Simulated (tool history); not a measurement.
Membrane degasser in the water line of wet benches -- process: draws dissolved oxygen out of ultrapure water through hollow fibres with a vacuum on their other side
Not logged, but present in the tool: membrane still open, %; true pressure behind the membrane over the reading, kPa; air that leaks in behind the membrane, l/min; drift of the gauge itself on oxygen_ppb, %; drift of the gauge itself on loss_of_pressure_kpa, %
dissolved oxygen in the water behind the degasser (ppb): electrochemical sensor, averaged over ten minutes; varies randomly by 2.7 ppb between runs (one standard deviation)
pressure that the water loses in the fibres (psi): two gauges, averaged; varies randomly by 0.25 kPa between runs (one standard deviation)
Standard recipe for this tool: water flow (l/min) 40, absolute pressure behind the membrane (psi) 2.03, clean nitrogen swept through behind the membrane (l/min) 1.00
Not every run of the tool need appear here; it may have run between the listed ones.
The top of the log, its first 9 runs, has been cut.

run    hour  water flow (l/min)  absolute pressure behind the membrane (psi)  clean nitrogen swept through behind the membrane (l/min)  hours since the membrane was changed  hours since the vacuum gauge was calibrated  hours since the vacuum lines were made tight  dissolved oxygen in the water behind the degasser (ppb)  pressure that the water loses in the fibres (psi)
 10  1506.7                  38                                         2.03                                                      1.00                                  9686                                         5710                                          3334                                                    815.3                                              9.335
 11  1755.0                  40                                         2.86                                                      1.00                                  9934                                         5958                                          3582                                                   1216.8                                              9.863
 12  1968.4                  40                                         2.86                                                      1.00                                 10147                                         6172                                          3795                                                   1217.7                                              9.870
 13  2184.7                  40                                         2.86                                                      1.00                                 10364                                         6388                                          4012                                                   1225.7                                              9.841
 14  2291.1                  40                                         2.86                                                      1.00                                 10470                                         6494                                          4118                                                   1216.2                                              9.790
 15  2513.9                  36                                         2.86                                                      1.00                                 10693                                         6717                                          4341                                                   1119.0                                              8.873
 16  2648.2                  36                                         2.86                                                      1.00                                 10827                                         6852                                          4475                                                   1117.9                                              8.866
 17  2793.0                  36                                         2.86                                                      1.00                                 10972                                         6996                                          4620                                                   1122.5                                              8.914
 18  2968.1                  36                                         4.96                                                      1.00                                 11147                                         7171                                          4795                                                   1876.1                                              8.814
 19  3135.6                  30                                         4.08                                                      0.74                                 11315                                         7339                                          4962                                                   1678.2                                              7.388
 20  3370.7                  30                                         1.33                                                      0.74                                 11550                                         7574                                          5198                                                    484.6                                              7.352
 21  3484.1                  57                                         2.03                                                      2.81                                 11663                                         7687                                          5311                                                    668.9                                             14.083
 22  3590.8                  40                                         4.70                                                      1.00                                 11770                                         7794                                          5418                                                   1939.2                                              9.894
 23  3700.7                  46                                         4.44                                                      2.12                                 11880                                         7904                                          5528                                                   1232.7                                             11.342
 24  3883.6                  35                                         3.79                                                      2.28                                 12063                                         8087                                          5711                                                    775.4                                              8.667
 25  4010.9                  35                                         3.79                                                      2.28                                 12190                                         8214                                          5838                                                    773.9                                              8.621
     4118.9  -- vacuum gauge calibrated
 26  4150.0                  45                                         4.51                                                      1.04                                 12329                                           31                                          5976                                                   1990.6                                             11.043
 27  4329.9                  45                                         4.51                                                      1.04                                 12508                                          211                                          6156                                                   1995.1                                             11.008
 28  4454.5                  40                                         1.33                                                      0.80                                 12633                                          336                                          6281                                                    605.5                                              9.812
 29  4661.2                  40                                         1.33                                                      0.80                                 12840                                          542                                          6488                                                    605.9                                              9.819
 30  4770.4                  29                                         2.18                                                      1.85                                 12949                                          652                                          6597                                                    421.1                                              7.147
 31  4922.9                  29                                         2.18                                                      1.85                                 13101                                          804                                          6749                                                    418.9                                              7.153
 32  5037.8                  29                                         2.18                                                      1.85                                 13216                                          919                                          6864                                                    421.3                                              7.185

Below are 4 alternative next runs, each starting from the tool's condition after run 32. Predict each:
  A  5168.6                  31                                         2.18                                                      0.85                                 13347                                         1050                                          6995                                                        ?                                                  ?
  B  5168.6                  27                                         3.25                                                      2.49                                 13347                                         1050                                          6995                                                        ?                                                  ?
  C  5168.6                  25                                         1.89                                                      2.54                                 13347                                         1050                                          6995                                                        ?                                                  ?
  D  5168.6                  27                                         4.25                                                      0.55                                 13347                                         1050                                          6995                                                        ?                                                  ?

run  dissolved oxygen in the water behind the degasser (ppb)  pressure that the water loses in the fibres (psi)
  A                                                    823.9                                              7.619
  B                                                    473.3                                              6.695
  C                                                    230.1                                              6.160
  D                                                   1984.9                                              6.625
The same runs, with their run-to-run variation unchanged, on a tool lacking any hidden condition would have given:
run  dissolved oxygen in the water behind the degasser (ppb)  pressure that the water loses in the fibres (psi)
  A                                                    823.7                                              7.609
  B                                                    473.1                                              6.686
  C                                                    230.0                                              6.152
  D                                                   1984.8                                              6.618
